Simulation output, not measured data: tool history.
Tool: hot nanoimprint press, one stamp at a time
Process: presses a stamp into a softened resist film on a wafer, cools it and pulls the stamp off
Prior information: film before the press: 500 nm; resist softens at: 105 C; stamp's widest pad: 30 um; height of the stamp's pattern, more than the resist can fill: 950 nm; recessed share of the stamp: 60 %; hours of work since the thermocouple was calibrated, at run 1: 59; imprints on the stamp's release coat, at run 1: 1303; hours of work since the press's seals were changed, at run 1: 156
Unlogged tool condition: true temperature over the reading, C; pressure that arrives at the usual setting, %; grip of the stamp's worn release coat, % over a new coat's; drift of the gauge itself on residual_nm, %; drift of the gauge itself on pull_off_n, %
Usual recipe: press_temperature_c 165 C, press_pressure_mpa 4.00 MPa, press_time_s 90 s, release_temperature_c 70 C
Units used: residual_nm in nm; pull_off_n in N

run,hour,press_temperature_c,press_pressure_mpa,press_time_s,release_temperature_c,hours of work since the thermocouple was calibrated,imprints on the stamp's release coat,hours of work since the press's seals were changed,residual_nm,pull_off_n
1,0.0,165,4.00,90,70,59,1303,156,177.5,232
2,15.2,165,4.00,90,70,69,1334,166,177.9,231
3,29.6,165,4.00,90,70,79,1362,175,176.8,229
4,41.4,165,4.00,90,70,87,1386,183,175.5,233
5,53.7,165,4.00,90,70,95,1411,191,177.1,232
6,63.5,165,4.00,90,70,101,1430,197,176.7,235
7,81.8,165,4.00,90,70,113,1467,209,178.7,234
8,90.8,165,4.00,90,70,119,1485,215,176.6,233
9,108.7,165,4.00,90,70,131,1521,227,176.2,233
10,121.7,165,4.00,90,59,139,1547,236,176.0,267
# hour 140.1: stamp cleaned and given a new release coat
11,145.9,165,4.00,90,59,151,12,247,175.6,236
12,161.1,165,4.00,90,69,161,42,257,175.8,211
13,171.3,165,4.00,90,69,168,63,264,175.0,213
14,186.7,165,4.00,112,70,178,94,274,158.3,214
15,199.2,165,4.00,112,70,186,119,282,158.8,211
16,217.3,154,4.06,173,70,198,155,294,211.4,209
17,231.7,176,4.06,173,56,207,184,304,83.5,249
18,245.3,165,3.71,90,70,216,211,313,179.5,212
19,261.3,153,4.00,56,70,227,243,323,323.7,213
20,275.7,160,4.00,90,57,236,272,333,213.7,250
21,290.0,160,4.00,90,57,246,301,342,211.8,244
22,305.0,160,4.00,90,57,255,331,352,214.0,249
23,313.8,162,4.00,119,70,261,349,358,173.9,210
24,329.7,167,4.00,119,59,272,380,368,140.1,242

5 ways to go on from here, each from the tool as it stands after run 24. What would each give?
A,340.7,167,4.00,119,57,279,403,375,?,?
B,340.7,165,4.32,90,70,279,403,375,?,?
C,340.7,157,4.00,90,70,279,403,375,?,?
D,340.7,165,3.64,163,55,279,403,375,?,?
E,340.7,176,4.00,119,59,279,403,375,?,?

run,residual_nm,pull_off_n
A,141.8,249
B,168.1,212
C,238.2,212
D,138.5,259
E,99.1,246
What these runs would have given with no unlogged condition in the tool:
run,residual_nm,pull_off_n
A,145.9,243
B,172.8,208
C,245.3,207
D,142.9,253
E,101.7,241
